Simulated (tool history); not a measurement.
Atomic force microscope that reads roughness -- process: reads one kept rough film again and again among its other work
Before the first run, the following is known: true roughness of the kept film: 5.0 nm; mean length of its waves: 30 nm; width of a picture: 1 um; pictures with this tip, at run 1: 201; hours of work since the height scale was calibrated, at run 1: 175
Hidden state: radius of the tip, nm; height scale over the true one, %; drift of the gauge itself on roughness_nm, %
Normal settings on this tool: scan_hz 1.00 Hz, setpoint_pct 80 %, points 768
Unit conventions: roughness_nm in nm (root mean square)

run,hour,scan_hz,setpoint_pct,points,pictures with this tip,hours of work since the height scale was calibrated,roughness_nm
1,0.0,1.00,80,768,201,175,3.211
2,7.3,1.00,80,768,210,179,3.181
3,15.6,1.00,80,768,221,183,3.162
4,20.0,1.00,67,768,227,185,3.275
# hour 22.7: new tip fitted
5,27.7,1.00,80,768,6,188,3.996
6,35.8,1.00,80,584,17,192,3.934
7,39.9,1.00,80,768,22,194,3.887
8,46.6,1.00,80,768,31,197,3.880
9,55.2,3.90,80,623,42,202,3.195
10,62.2,1.22,80,284,51,205,3.693
11,70.2,3.42,89,768,61,209,2.922
12,74.9,1.85,88,662,67,211,3.342
13,81.6,1.10,55,462,76,214,3.858
14,89.5,3.42,80,768,86,218,3.133
15,94.8,0.70,80,958,93,221,3.699
16,102.6,1.10,86,327,103,224,3.434

4 options for the next run, each taken on its own from the tool as it stands now. Forecast them:
A,109.1,1.10,79,327,112,228,?
B,109.1,1.10,66,303,112,228,?
C,109.1,1.10,71,602,112,228,?
D,109.1,1.00,80,746,112,228,?

run,roughness_nm
A,3.473
B,3.622
C,3.605
D,3.560
The same runs, with their run-to-run variation unchanged, on a tool lacking any hidden condition would have given:
run,roughness_nm
A,3.964
B,4.134
C,4.113
D,4.061
